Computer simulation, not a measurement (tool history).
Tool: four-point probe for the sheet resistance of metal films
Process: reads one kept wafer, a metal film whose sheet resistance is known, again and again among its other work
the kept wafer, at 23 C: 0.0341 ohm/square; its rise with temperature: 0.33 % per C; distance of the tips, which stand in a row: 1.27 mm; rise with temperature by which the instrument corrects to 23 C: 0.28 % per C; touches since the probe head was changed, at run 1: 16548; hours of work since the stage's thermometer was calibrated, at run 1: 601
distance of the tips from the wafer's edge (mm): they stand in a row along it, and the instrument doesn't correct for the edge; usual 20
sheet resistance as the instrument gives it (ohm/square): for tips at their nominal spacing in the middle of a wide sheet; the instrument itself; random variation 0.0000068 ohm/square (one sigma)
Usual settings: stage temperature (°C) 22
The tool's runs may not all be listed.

run,hour,stage temperature (°C),distance of the tips from the wafer's edge (mm),touches since the probe head was changed,hours of work since the stage's thermometer was calibrated,sheet resistance as the instrument gives it (ohm/square)
1,0.0,22,20,16548,601,0.034099
2,67.1,22,20,19379,653,0.034091
3,145.6,20,20,22684,714,0.034033
4,218.7,20,20,25768,771,0.034006
5,293.3,22,9,28910,829,0.034337
6,370.8,25,20,32179,889,0.034085
7,463.6,25,4,36087,961,0.035722
8,554.4,27,9,39918,1032,0.034368
9,646.0,31,25,43776,1103,0.034116
10,700.3,20,5,46067,1145,0.034997
11,743.8,19,4,47898,1179,0.035559
12,816.8,19,16,50974,1236,0.033935
13,877.7,19,16,53543,1283,0.033908

3 ways to go on from here, each from the tool as it stands after run 13. What would each give?
A,949.9,24,31,56586,1339,?
B,949.9,20,22,56586,1339,?
C,949.9,22,4,56586,1339,?

run,sheet resistance as the instrument gives it (ohm/square)
A,0.033908
B,0.033868
C,0.035562
Without the tool's hidden state the same runs would have given:
run,sheet resistance as the instrument gives it (ohm/square)
A,0.034144
B,0.034104
C,0.035809

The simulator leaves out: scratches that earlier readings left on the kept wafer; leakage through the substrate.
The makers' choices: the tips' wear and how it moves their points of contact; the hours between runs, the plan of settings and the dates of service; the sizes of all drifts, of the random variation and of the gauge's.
